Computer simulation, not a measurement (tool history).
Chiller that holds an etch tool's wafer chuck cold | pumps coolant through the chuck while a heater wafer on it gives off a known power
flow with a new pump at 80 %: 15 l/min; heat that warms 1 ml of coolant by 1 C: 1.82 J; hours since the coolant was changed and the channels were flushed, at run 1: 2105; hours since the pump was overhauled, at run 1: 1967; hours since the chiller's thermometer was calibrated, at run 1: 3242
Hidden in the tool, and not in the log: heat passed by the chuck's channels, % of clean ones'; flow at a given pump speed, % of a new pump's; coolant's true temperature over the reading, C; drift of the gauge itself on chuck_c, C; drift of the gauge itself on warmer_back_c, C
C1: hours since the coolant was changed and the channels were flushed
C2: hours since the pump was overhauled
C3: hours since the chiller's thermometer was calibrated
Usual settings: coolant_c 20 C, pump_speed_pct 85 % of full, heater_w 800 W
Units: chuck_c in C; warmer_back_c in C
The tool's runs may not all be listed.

Run 1, hour 0.0: usual settings; C1 2105; C2 1967; C3 3242. Result: chuck_c 26.9 C, warmer_back_c 1.65 C.
Run 2, hour 30.0: usual settings; C1 2135; C2 1997; C3 3272. Result: chuck_c 27.0 C, warmer_back_c 1.66 C.
Run 3, hour 78.0: usual settings; C1 2183; C2 2045; C3 3320. Result: chuck_c 27.0 C, warmer_back_c 1.69 C.
Run 4, hour 107.6: usual settings but heater_w 1065 W; C1 2213; C2 2075; C3 3349. Result: chuck_c 29.0 C, warmer_back_c 2.22 C.
Run 5, hour 165.2: usual settings but heater_w 1065 W; C1 2271; C2 2133; C3 3407. Result: chuck_c 29.3 C, warmer_back_c 2.22 C.
Run 6, hour 203.8: usual settings but heater_w 1065 W; C1 2309; C2 2171; C3 3445. Result: chuck_c 29.1 C, warmer_back_c 2.26 C.
Run 7, hour 242.9: usual settings but coolant_c 12 C; C1 2348; C2 2210; C3 3484. Result: chuck_c 18.7 C, warmer_back_c 1.70 C.
Run 8, hour 270.7: usual settings but coolant_c 12 C; C1 2376; C2 2238; C3 3512. Result: chuck_c 19.1 C, warmer_back_c 1.70 C.
Run 9, hour 299.9: usual settings but coolant_c 12 C; C1 2405; C2 2267; C3 3541. Result: chuck_c 18.8 C, warmer_back_c 1.69 C.
Run 10, hour 351.4: usual settings but coolant_c 12 C; C1 2457; C2 2319; C3 3593. Result: chuck_c 18.9 C, warmer_back_c 1.77 C.
Run 11, hour 394.9: usual settings; C1 2500; C2 2362; C3 3637. Result: chuck_c 26.8 C, warmer_back_c 1.73 C.
Run 12, hour 451.2: usual settings but coolant_c 16 C; C1 2557; C2 2419; C3 3693. Result: chuck_c 22.9 C, warmer_back_c 1.77 C.
Run 13, hour 485.6: usual settings but coolant_c 16 C; C1 2591; C2 2453; C3 3727. Result: chuck_c 22.9 C, warmer_back_c 1.74 C.
Run 14, hour 542.2: usual settings but coolant_c 11 C; C1 2647; C2 2510; C3 3784. Result: chuck_c 17.7 C, warmer_back_c 1.77 C.
Run 15, hour 583.0: usual settings but coolant_c 11 C; C1 2688; C2 2550; C3 3825. Result: chuck_c 17.7 C, warmer_back_c 1.80 C.
At hour 594.2: gauge calibrated.
Run 16, hour 632.1: usual settings but coolant_c 11 C; C1 2737; C2 2600; C3 3874. Result: chuck_c 17.7 C, warmer_back_c 1.67 C.
Run 17, hour 680.1: usual settings but coolant_c 11 C; C1 2785; C2 2648; C3 3922. Result: chuck_c 17.8 C, warmer_back_c 1.65 C.
Run 18, hour 706.8: usual settings but coolant_c 26 C, pump_speed_pct 73 % of full; C1 2812; C2 2674; C3 3948. Result: chuck_c 33.5 C, warmer_back_c 1.98 C.
Run 19, hour 767.5: usual settings but coolant_c 11 C, pump_speed_pct 69 % of full; C1 2873; C2 2735; C3 4009. Result: chuck_c 18.9 C, warmer_back_c 2.12 C.
Run 20, hour 808.3: usual settings but pump_speed_pct 79 % of full; C1 2914; C2 2776; C3 4050. Result: chuck_c 27.2 C, warmer_back_c 1.85 C.
Run 21, hour 839.5: usual settings but coolant_c 24 C, pump_speed_pct 75 % of full, heater_w 579 W; C1 2945; C2 2807; C3 4081. Result: chuck_c 29.4 C, warmer_back_c 1.44 C.
Run 22, hour 871.1: usual settings but pump_speed_pct 81 % of full, heater_w 915 W; C1 2976; C2 2839; C3 4113. Result: chuck_c 28.1 C, warmer_back_c 2.07 C.
Run 23, hour 930.4: usual settings but pump_speed_pct 81 % of full, heater_w 915 W; C1 3036; C2 2898; C3 4172. Result: chuck_c 28.1 C, warmer_back_c 2.08 C.
Run 24, hour 958.4: usual settings but pump_speed_pct 62 % of full, heater_w 1088 W; C1 3064; C2 2926; C3 4200. Result: chuck_c 31.6 C, warmer_back_c 3.28 C.
Run 25, hour 988.6: usual settings but coolant_c 13 C, pump_speed_pct 79 % of full, heater_w 485 W; C1 3094; C2 2956; C3 4230. Result: chuck_c 17.5 C, warmer_back_c 1.21 C.
Run 26, hour 1026.0: usual settings but coolant_c 13 C, pump_speed_pct 79 % of full, heater_w 485 W; C1 3131; C2 2993; C3 4268. Result: chuck_c 17.3 C, warmer_back_c 1.23 C.
At hour 1066.6: coolant changed, channels flushed.
Run 27, hour 1085.6: usual settings but coolant_c 13 C, heater_w 485 W; C1 19; C2 3047; C3 4321. Result: chuck_c 17.1 C, warmer_back_c 1.11 C.
Run 28, hour 1121.0: usual settings but coolant_c 13 C, heater_w 485 W; C1 54; C2 3083; C3 4357. Result: chuck_c 17.2 C, warmer_back_c 1.15 C.
Run 29, hour 1166.5: usual settings but coolant_c 29 C, pump_speed_pct 69 % of full, heater_w 514 W; C1 100; C2 3128; C3 4402. Result: chuck_c 34.0 C, warmer_back_c 1.50 C.
Run 30, hour 1217.2: usual settings but coolant_c 15 C, heater_w 556 W; C1 151; C2 3179; C3 4453. Result: chuck_c 19.9 C, warmer_back_c 1.32 C.
Run 31, hour 1264.1: usual settings but coolant_c 16 C, pump_speed_pct 91 % of full, heater_w 748 W; C1 198; C2 3226; C3 4500. Result: chuck_c 22.1 C, warmer_back_c 1.62 C.

The same runs without the tool's hidden state, with the same run-to-run variation:
run  warmer_back_c
  1           1.64
  2           1.65
  3           1.67
  4           2.19
  5           2.18
  6           2.20
  7           1.63
  8           1.62
  9           1.61
 10           1.67
 11           1.62
 12           1.64
 13           1.60
 14           1.62
 15           1.64
 16           1.66
 17           1.63
 18           1.94
 19           2.07
 20           1.79
 21           1.37
 22           1.99
 23           1.98
 24           3.18
 25           1.10
 26           1.11
 27           0.97
 28           1.01
 29           1.34
 30           1.14
 31           1.43
chuck_c: within 0.1 C of the measured result in every run.

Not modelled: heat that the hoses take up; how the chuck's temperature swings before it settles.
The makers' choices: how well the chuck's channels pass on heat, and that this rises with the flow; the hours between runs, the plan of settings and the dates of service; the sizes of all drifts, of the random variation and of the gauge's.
